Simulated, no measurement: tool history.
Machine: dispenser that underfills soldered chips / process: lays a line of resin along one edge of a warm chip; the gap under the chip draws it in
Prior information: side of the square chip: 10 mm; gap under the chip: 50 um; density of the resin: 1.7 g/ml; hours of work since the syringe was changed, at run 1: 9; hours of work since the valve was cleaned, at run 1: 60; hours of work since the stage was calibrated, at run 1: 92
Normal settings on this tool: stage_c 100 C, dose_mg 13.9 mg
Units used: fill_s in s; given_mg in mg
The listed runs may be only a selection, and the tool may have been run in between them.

run   hour  stage_c  dose_mg  hours of work since the syringe was changed  hours of work since the valve was cleaned  hours of work since the stage was calibrated  fill_s  given_mg
  1    0.0      100     13.9                                            9                                         60                                            92   104.1     13.63
       1.5  -- new syringe of resin
  2    4.7      100     13.9                                            2                                         63                                            95    58.4     13.54
  3   12.4      100     13.9                                            7                                         68                                           100    90.2     13.55
      16.6  -- new syringe of resin
  4   18.4      100     13.9                                            1                                         72                                           104    54.4     13.47
  5   21.8      100     13.9                                            4                                         75                                           107    67.0     13.53
  6   28.3      100     13.9                                            8                                         79                                           111    93.2     13.47
      31.6  -- new syringe of resin
  7   36.4       95     13.9                                            3                                         84                                           116    80.8     13.45
  8   41.1      100     13.9                                            6                                         87                                           119    85.2     13.31
      46.7  -- new syringe of resin
  9   48.9       96     13.9                                            2                                         93                                           124    67.8     13.31
 10   54.2      100     13.9                                            5                                         96                                           128    77.4     13.38
 11   58.1      100     13.9                                            8                                         99                                           131    96.0     13.26
      61.6  -- new syringe of resin
 12   65.8      100     13.9                                            3                                        104                                           136    63.2     13.36
 13   71.2      100     18.1                                            6                                        107                                           139    83.5     17.33
      76.3  -- new syringe of resin
 14   76.3      100     18.1                                            0                                        111                                           143    49.4     17.18
 15   81.1      100     18.1                                            3                                        114                                           146    65.3     17.26
 16   88.6       88     18.1                                            8                                        119                                           151   168.8     17.34
      91.4  -- new syringe of resin
      94.4  -- dispensing valve cleaned and set on the balance
 17   95.1       88     18.1                                            2                                          0                                           155    99.1     18.06
 18   98.6       88     18.1                                            4                                          3                                           157   121.6     17.92
 19  102.8       89     12.1                                            7                                          6                                           160   152.6     12.05
 20  106.2      107     14.6                                            9                                          8                                           162    81.3     14.45
     107.1  -- new syringe of resin
 21  110.0      102     13.9                                            2                                         10                                           164    54.1     13.83
 22  115.6      102     13.9                                            6                                         14                                           168    73.8     13.74
     122.0  -- new syringe of resin
 23  122.6      102     13.9                                            0                                         19                                           173    47.3     13.81
 24  129.1      102     13.9                                            5                                         23                                           177    68.7     13.76
 25  133.4      102     13.9                                            8                                         26                                           180    87.4     13.74
     136.9  -- new syringe of resin
 26  137.2      102     13.9                                            0                                         28                                           182    47.0     13.79
 27  142.2      110     12.4                                            4                                         32                                           186    46.1     12.06
 28  146.2       95     12.4                                            6                                         35                                           189   109.1     12.15
     151.7  -- new syringe of resin
 29  153.6      104     17.5                                            1                                         39                                           193    46.4     17.16
 30  161.4      103     13.9                                            7                                         45                                           199    76.1     13.57
 31  165.1       85     13.2                                            9                                         47                                           201   214.6     12.89
     166.4  -- new syringe of resin
 32  172.7      101     14.3                                            4                                         52                                           206    69.4     13.98
 33  177.5      114     14.9                                            7                                         55                                           209    50.6     14.44
     181.4  -- new syringe of resin
 34  184.8      114     14.9                                            2                                         60                                           214    33.3     14.50
 35  191.7       89     13.8                                            7                                         65                                           219   149.5     13.35

Some steps in fill_s between neighbouring runs. How much of each would the tool show without its hidden state too (settings, what came in, random variation), and how much is left for the hidden state, with any gauge scatter that isn't in both results?
Hidden state present: resin's viscosity, % of fresh resin's; dose that the valve gives, % of what is set; true chip temperature over the reading, C; drift of the gauge itself on fill_s, %; drift of the gauge itself on given_mg, %.
Run 15 -> 16: stage_c 100 -> 88. fill_s +103.5 s: hidden state +70.4, all else +33.1.
Run 30 -> 31: stage_c 103 -> 85, dose_mg 13.9 -> 13.2. fill_s +138.5 s: hidden state +84.5, all else +54.0.
Run 31 -> 32: stage_c 85 -> 101, dose_mg 13.2 -> 14.3, new syringe of resin. fill_s -145.2 s: hidden state -96.3, all else -48.9.
Run 34 -> 35: stage_c 114 -> 89, dose_mg 14.9 -> 13.8. fill_s +116.2 s: hidden state +62.8, all else +53.4.
